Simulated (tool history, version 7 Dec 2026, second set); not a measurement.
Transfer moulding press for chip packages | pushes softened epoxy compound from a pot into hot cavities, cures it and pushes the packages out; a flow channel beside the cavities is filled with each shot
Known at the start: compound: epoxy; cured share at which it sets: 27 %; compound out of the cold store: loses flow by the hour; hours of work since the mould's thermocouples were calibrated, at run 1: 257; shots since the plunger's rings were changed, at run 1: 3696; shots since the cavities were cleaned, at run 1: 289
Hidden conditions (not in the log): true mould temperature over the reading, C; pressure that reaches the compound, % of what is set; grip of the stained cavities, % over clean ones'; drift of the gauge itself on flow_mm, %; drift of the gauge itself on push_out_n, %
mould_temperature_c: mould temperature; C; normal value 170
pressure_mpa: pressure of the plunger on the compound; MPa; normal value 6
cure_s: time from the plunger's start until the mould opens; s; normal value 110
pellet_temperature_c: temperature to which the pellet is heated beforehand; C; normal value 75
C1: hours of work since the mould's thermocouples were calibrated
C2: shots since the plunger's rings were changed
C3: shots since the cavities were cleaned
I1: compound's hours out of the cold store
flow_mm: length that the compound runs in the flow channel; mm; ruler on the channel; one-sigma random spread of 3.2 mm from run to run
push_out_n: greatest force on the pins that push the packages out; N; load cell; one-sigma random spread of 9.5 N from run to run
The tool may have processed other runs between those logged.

{"run": 1, "hour": 0.0, "mould_temperature_c": 170, "pressure_mpa": 6, "cure_s": 110, "pellet_temperature_c": 75, "C1": 257, "C2": 3696, "C3": 289, "I1": 31.1, "flow_mm": 634, "push_out_n": 695}
{"hour": 36.9, "done": "cavities cleaned with cleaning compound and waxed"}
{"run": 2, "hour": 36.9, "mould_temperature_c": 170, "pressure_mpa": 6, "cure_s": 110, "pellet_temperature_c": 75, "C1": 281, "C2": 4063, "C3": 0, "I1": 24.6, "flow_mm": 652, "push_out_n": 440}
{"hour": 103.1, "done": "cavities cleaned with cleaning compound and waxed"}
{"run": 3, "hour": 104.6, "mould_temperature_c": 170, "pressure_mpa": 5.89, "cure_s": 110, "pellet_temperature_c": 75, "C1": 324, "C2": 4749, "C3": 15, "I1": 31.3, "flow_mm": 612, "push_out_n": 451}
{"run": 4, "hour": 162.0, "mould_temperature_c": 170, "pressure_mpa": 5.89, "cure_s": 110, "pellet_temperature_c": 75, "C1": 362, "C2": 5344, "C3": 610, "I1": 13.3, "flow_mm": 679, "push_out_n": 776}
{"hour": 169.5, "done": "cavities cleaned with cleaning compound and waxed"}
{"run": 5, "hour": 221.2, "mould_temperature_c": 170, "pressure_mpa": 5.89, "cure_s": 110, "pellet_temperature_c": 75, "C1": 401, "C2": 5942, "C3": 536, "I1": 43.5, "flow_mm": 572, "push_out_n": 771}
{"hour": 235.6, "done": "cavities cleaned with cleaning compound and waxed"}
{"hour": 246.4, "done": "mould's thermocouples calibrated"}
{"run": 6, "hour": 257.4, "mould_temperature_c": 170, "pressure_mpa": 5.89, "cure_s": 110, "pellet_temperature_c": 75, "C1": 7, "C2": 6281, "C3": 205, "I1": 38.4, "flow_mm": 581, "push_out_n": 625}
{"hour": 293.9, "done": "plunger's sealing rings changed"}
{"run": 7, "hour": 297.0, "mould_temperature_c": 170, "pressure_mpa": 5.89, "cure_s": 110, "pellet_temperature_c": 75, "C1": 32, "C2": 32, "C3": 589, "I1": 36, "flow_mm": 644, "push_out_n": 764}
{"hour": 307.3, "done": "cavities cleaned with cleaning compound and waxed"}
{"run": 8, "hour": 336.3, "mould_temperature_c": 170, "pressure_mpa": 5.48, "cure_s": 110, "pellet_temperature_c": 75, "C1": 57, "C2": 424, "C3": 300, "I1": 10.9, "flow_mm": 702, "push_out_n": 670}
{"hour": 376.1, "done": "cavities cleaned with cleaning compound and waxed"}
{"run": 9, "hour": 381.4, "mould_temperature_c": 170, "pressure_mpa": 5.48, "cure_s": 110, "pellet_temperature_c": 75, "C1": 86, "C2": 876, "C3": 55, "I1": 42, "flow_mm": 594, "push_out_n": 490}
{"run": 10, "hour": 416.1, "mould_temperature_c": 170, "pressure_mpa": 6, "cure_s": 110, "pellet_temperature_c": 72, "C1": 109, "C2": 1235, "C3": 414, "I1": 47.7, "flow_mm": 597, "push_out_n": 677}
{"hour": 444.8, "done": "cavities cleaned with cleaning compound and waxed"}
{"run": 11, "hour": 481.5, "mould_temperature_c": 170, "pressure_mpa": 6, "cure_s": 110, "pellet_temperature_c": 78, "C1": 151, "C2": 1897, "C3": 380, "I1": 34.1, "flow_mm": 641, "push_out_n": 701}
{"hour": 510.4, "done": "cavities cleaned with cleaning compound and waxed"}
{"run": 12, "hour": 535.9, "mould_temperature_c": 170, "pressure_mpa": 6, "cure_s": 110, "pellet_temperature_c": 78, "C1": 186, "C2": 2446, "C3": 265, "I1": 40.2, "flow_mm": 611, "push_out_n": 658}
{"hour": 578.6, "done": "cavities cleaned with cleaning compound and waxed"}
{"run": 13, "hour": 604.0, "mould_temperature_c": 170, "pressure_mpa": 6, "cure_s": 110, "pellet_temperature_c": 75, "C1": 230, "C2": 3137, "C3": 264, "I1": 23.3, "flow_mm": 664, "push_out_n": 653}
{"hour": 646.4, "done": "cavities cleaned with cleaning compound and waxed"}
{"run": 14, "hour": 665.4, "mould_temperature_c": 170, "pressure_mpa": 6, "cure_s": 110, "pellet_temperature_c": 75, "C1": 270, "C2": 3757, "C3": 197, "I1": 13.8, "flow_mm": 691, "push_out_n": 645}
{"hour": 711.0, "done": "cavities cleaned with cleaning compound and waxed"}
{"run": 15, "hour": 725.6, "mould_temperature_c": 177, "pressure_mpa": 5.45, "cure_s": 145, "pellet_temperature_c": 80, "C1": 309, "C2": 4365, "C3": 151, "I1": 11.3, "flow_mm": 640, "push_out_n": 521}
{"run": 16, "hour": 760.8, "mould_temperature_c": 177, "pressure_mpa": 7.26, "cure_s": 145, "pellet_temperature_c": 80, "C1": 332, "C2": 4730, "C3": 516, "I1": 39.3, "flow_mm": 639, "push_out_n": 709}
{"hour": 779.5, "done": "cavities cleaned with cleaning compound and waxed"}
{"run": 17, "hour": 796.7, "mould_temperature_c": 166, "pressure_mpa": 7.26, "cure_s": 93, "pellet_temperature_c": 80, "C1": 355, "C2": 5087, "C3": 179, "I1": 17.5, "flow_mm": 745, "push_out_n": 871}
{"run": 18, "hour": 830.2, "mould_temperature_c": 170, "pressure_mpa": 6.99, "cure_s": 99, "pellet_temperature_c": 75, "C1": 377, "C2": 5434, "C3": 526, "I1": 25, "flow_mm": 689, "push_out_n": 824}
{"hour": 847.1, "done": "cavities cleaned with cleaning compound and waxed"}
{"run": 19, "hour": 863.3, "mould_temperature_c": 168, "pressure_mpa": 4.7, "cure_s": 136, "pellet_temperature_c": 75, "C1": 398, "C2": 5761, "C3": 167, "I1": 34.2, "flow_mm": 541, "push_out_n": 551}
{"hour": 893.4, "done": "mould's thermocouples calibrated"}
{"run": 20, "hour": 896.2, "mould_temperature_c": 164, "pressure_mpa": 7.37, "cure_s": 110, "pellet_temperature_c": 75, "C1": 2, "C2": 6081, "C3": 487, "I1": 11.8, "flow_mm": 774, "push_out_n": 964}
{"hour": 918.0, "done": "cavities cleaned with cleaning compound and waxed"}
{"run": 21, "hour": 935.8, "mould_temperature_c": 170, "pressure_mpa": 5.03, "cure_s": 110, "pellet_temperature_c": 72, "C1": 27, "C2": 6477, "C3": 185, "I1": 26.8, "flow_mm": 572, "push_out_n": 610}
{"hour": 953.9, "done": "plunger's sealing rings changed"}
{"hour": 986.1, "done": "cavities cleaned with cleaning compound and waxed"}
{"run": 22, "hour": 1005.3, "mould_temperature_c": 173, "pressure_mpa": 5.03, "cure_s": 144, "pellet_temperature_c": 69, "C1": 71, "C2": 518, "C3": 199, "I1": 18.1, "flow_mm": 639, "push_out_n": 583}
{"hour": 1051.2, "done": "cavities cleaned with cleaning compound and waxed"}
{"run": 23, "hour": 1051.2, "mould_temperature_c": 168, "pressure_mpa": 4.61, "cure_s": 97, "pellet_temperature_c": 67, "C1": 100, "C2": 978, "C3": 0, "I1": 32.4, "flow_mm": 574, "push_out_n": 485}
{"run": 24, "hour": 1094.0, "mould_temperature_c": 172, "pressure_mpa": 4.79, "cure_s": 134, "pellet_temperature_c": 83, "C1": 128, "C2": 1421, "C3": 443, "I1": 12.6, "flow_mm": 637, "push_out_n": 689}
{"hour": 1118.2, "done": "cavities cleaned with cleaning compound and waxed"}
{"run": 25, "hour": 1151.9, "mould_temperature_c": 166, "pressure_mpa": 5.09, "cure_s": 137, "pellet_temperature_c": 68, "C1": 166, "C2": 2006, "C3": 350, "I1": 16, "flow_mm": 661, "push_out_n": 681}
{"hour": 1187.0, "done": "cavities cleaned with cleaning compound and waxed"}
{"run": 26, "hour": 1197.2, "mould_temperature_c": 170, "pressure_mpa": 6.14, "cure_s": 137, "pellet_temperature_c": 68, "C1": 195, "C2": 2460, "C3": 106, "I1": 41.4, "flow_mm": 617, "push_out_n": 539}

Table of differences, measured result less the result of that run with no hidden state. Run-to-run variation is the same in both. Gauge scatter possibly is not:
run=1 flow_mm=-32 push_out_n=+257
run=2 flow_mm=-37 push_out_n=+10
run=3 flow_mm=-41 push_out_n=+26
run=4 flow_mm=-52 push_out_n=+354
run=5 flow_mm=-49 push_out_n=+335
run=6 flow_mm=-56 push_out_n=+188
run=7 flow_mm=-1 push_out_n=+339
run=8 flow_mm=-6 push_out_n=+238
run=9 flow_mm=-8 push_out_n=+59
run=10 flow_mm=-11 push_out_n=+271
run=11 flow_mm=-17 push_out_n=+274
run=12 flow_mm=-22 push_out_n=+225
run=13 flow_mm=-30 push_out_n=+222
run=14 flow_mm=-38 push_out_n=+201
run=15 flow_mm=-42 push_out_n=+122
run=16 flow_mm=-45 push_out_n=+298
run=17 flow_mm=-57 push_out_n=+252
run=18 flow_mm=-57 push_out_n=+363
run=19 flow_mm=-47 push_out_n=+144
run=20 flow_mm=-74 push_out_n=+408
run=21 flow_mm=-58 push_out_n=+178
run=22 flow_mm=-5 push_out_n=+172
run=23 flow_mm=-8 push_out_n=+6
run=24 flow_mm=-13 push_out_n=+279
run=25 flow_mm=-18 push_out_n=+259
run=26 flow_mm=-20 push_out_n=+120
